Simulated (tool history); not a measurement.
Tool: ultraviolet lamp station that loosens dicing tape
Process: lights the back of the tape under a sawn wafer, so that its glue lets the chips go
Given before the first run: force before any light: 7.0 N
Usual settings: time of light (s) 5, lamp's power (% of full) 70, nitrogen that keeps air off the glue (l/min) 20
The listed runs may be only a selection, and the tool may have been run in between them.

| run | hour | time of light (s) | lamp's power (% of full) | nitrogen that keeps air off the glue (l/min) | force that peels the tape off (N) | light that reached the tape (mJ/cm2) |
|---|---|---|---|---|---|---|
| 1 | 0 | 5 | 70 | 20 | 0.504 | 220 |
| 2 | 79.4 | 5 | 70 | 20 | 0.566 | 210 |
| 3 | 125.9 | 5 | 70 | 24 | 0.547 | 203 |
| 4 | 192.1 | 5 | 70 | 30 | 0.526 | 191 |
| 5 | 268.1 | 5 | 70 | 30 | 0.587 | 187 |
| 6 | 309.9 | 5 | 70 | 30 | 0.611 | 178 |
|  | 314 | window cleaned of glue's vapour |
| 7 | 374.7 | 5 | 70 | 30 | 0.789 | 156 |
| 8 | 419.6 | 5 | 70 | 9 | 1.423 | 154 |
| 9 | 472.4 | 5 | 70 | 9 | 1.476 | 149 |
| 10 | 547.4 | 5 | 70 | 9 | 1.591 | 139 |
| 11 | 605.3 | 9 | 99 | 21 | 0.235 | 337 |
| 12 | 639.8 | 9 | 99 | 21 | 0.253 | 331 |
|  | 692.4 | window cleaned of glue's vapour, once more |
| 13 | 705.8 | 9 | 99 | 21 | 0.204 | 485 |
| 14 | 746.5 | 9 | 99 | 21 | 0.201 | 467 |
| 15 | 804.5 | 9 | 99 | 16 | 0.197 | 452 |
| 16 | 841 | 9 | 79 | 16 | 0.255 | 352 |
| 17 | 913.1 | 5 | 76 | 20 | 0.726 | 180 |
| 18 | 975.2 | 3 | 74 | 20 | 1.808 | 103 |
| 19 | 1032.4 | 3 | 71 | 9 | 2.539 | 91 |
| 20 | 1068.3 | 4 | 71 | 10 | 1.909 | 121 |

Predict each of these 5 candidate next runs independently; none follows another, all start after run 20:
| A | 1103.8 | 2 | 86 | 24 | ? | ? |
| B | 1103.8 | 7 | 80 | 20 | ? | ? |
| C | 1103.8 | 4 | 96 | 9 | ? | ? |
| D | 1103.8 | 7 | 85 | 24 | ? | ? |
| E | 1103.8 | 4 | 79 | 9 | ? | ? |

| run | force that peels the tape off (N) | light that reached the tape (mJ/cm2) |
|---|---|---|
| A | 2.525 | 72 |
| B | 0.437 | 237 |
| C | 1.277 | 161 |
| D | 0.369 | 251 |
| E | 1.668 | 133 |
Without the tool's hidden state the same runs would have given:
| run | force that peels the tape off (N) | light that reached the tape (mJ/cm2) |
|---|---|---|
| A | 1.409 | 116 |
| B | 0.226 | 379 |
| C | 0.548 | 259 |
| D | 0.217 | 404 |
| E | 0.783 | 213 |

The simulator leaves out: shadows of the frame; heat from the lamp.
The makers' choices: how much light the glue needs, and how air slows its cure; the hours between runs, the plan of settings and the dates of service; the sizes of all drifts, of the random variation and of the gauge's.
